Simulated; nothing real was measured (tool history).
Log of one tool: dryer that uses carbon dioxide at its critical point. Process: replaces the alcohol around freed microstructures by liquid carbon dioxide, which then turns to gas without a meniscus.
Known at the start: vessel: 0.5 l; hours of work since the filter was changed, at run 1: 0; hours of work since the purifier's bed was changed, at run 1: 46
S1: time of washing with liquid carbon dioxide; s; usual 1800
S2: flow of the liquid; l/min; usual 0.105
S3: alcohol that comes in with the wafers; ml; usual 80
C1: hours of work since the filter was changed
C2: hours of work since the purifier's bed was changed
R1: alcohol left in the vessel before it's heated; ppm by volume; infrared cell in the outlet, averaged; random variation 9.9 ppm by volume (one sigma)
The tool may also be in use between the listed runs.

run     day    S1     S2   S3   C1   C2     R1
  1   0.000  1800  0.105   80    0   46    595
  2   1.483  1800  0.105   80   22   68    704
  3   2.225  1800  0.105   80   34   79    759
  4   3.300  1800  0.105   80   50   95    831
  5   4.138  1800  0.105   80   62  108    866
  6   5.662  1800  0.105   80   85  131   1005
  7   6.925  1800  0.105   80  105  150   1109
  8   8.154  1800  0.105   80  123  169   1255
  9   9.292  1800  0.105   80  140  186   1352
 10  10.571  1800  0.105  108  160  205   1999
     11.067  -- inlet filter changed
 11  11.533  1800  0.105  108    7  219    914
 12  12.712  1800  0.105  117   25  237   1073
 13  14.150  1800  0.105  117   47  259   1216
 14  14.804  1800  0.105  118   56  268   1246
 15  16.092  1080  0.105  118   76  288  10641
 16  17.342  1080  0.105  118   95  307  11408
 17  18.533  1080  0.105  118  113  325  12037
 18  19.212  1080  0.105  118  123  335  12199
 19  19.933  1800  0.105   80  134  346   1320
 20  20.838  1800  0.139   80  147  359    414
     22.171  -- inlet filter changed
 21  22.171  1800  0.139   80    0  379    276
 22  22.962  1800  0.139   80   12  391    298
 23  23.738  2460  0.139   80   24  403    203
 24  24.796  1800  0.077   80   40  419   3623
 25  26.000  2520  0.105  104   58  437    337
 26  27.517  1800  0.105   23   81  460    489
 27  28.792  1800  0.103   59  100  479   1045
 28  29.825  1800  0.103   59  116  495   1090
 29  30.808  2040  0.092   67  130  509   1300
 30  31.696  1440  0.105   80  144  523   3650
 31  32.608  1800  0.105   58  158  537   1250
     33.254  -- inlet filter changed
 32  33.308  1800  0.105   58    1  546    693
 33  34.625  1800  0.105   30   21  566    518
 34  35.433  1980  0.105   48   33  579    512
     36.471  -- purifier's bed changed
 35  36.604  1980  0.105   48   49    2    265
 36  37.842  1680  0.127   35   67   21    195
 37  38.533  1680  0.127   93   78   31    496
 38  39.888  1140  0.105   80   98   52   6555
 39  40.992  1800  0.169   78  115   68     76
 40  42.346  1800  0.092   66  135   89   1936
 41  43.625  1800  0.066   23  155  108   2497
     44.400  -- inlet filter changed
 42  44.975  2280  0.087   69    9  128    491
 43  46.196  2280  0.087   69   27  146    555
 44  47.688  1800  0.105  114   50  169   1149
 45  48.996  2220  0.091  114   69  188   1002
 46  50.167  1500  0.153   25   87  206    195
 47  51.275  1500  0.153   25  104  223    211

Hidden state or all else? Some run-to-run changes of R1, split into what the settings, what came in and random variation would give without the hidden state, and what is left for the hidden state (with any gauge scatter that isn't in both results):
The hidden state here: flow that reaches the vessel past the clogged filter, %; alcohol in the recycled carbon dioxide, ppm; drift of the gauge itself on alcohol_ppm, %.
Run 14 -> 15: S1 1800 -> 1080. R1 +9395 ppm by volume: hidden state +2057, all else +7338.
Run 18 -> 19: S1 1080 -> 1800, S3 118 -> 80. R1 -10879 ppm by volume: hidden state -3438, all else -7441.
Run 38 -> 39: S1 1140 -> 1800, S2 0.105 -> 0.169, S3 80 -> 78. R1 -6479 ppm by volume: hidden state -1883, all else -4596.
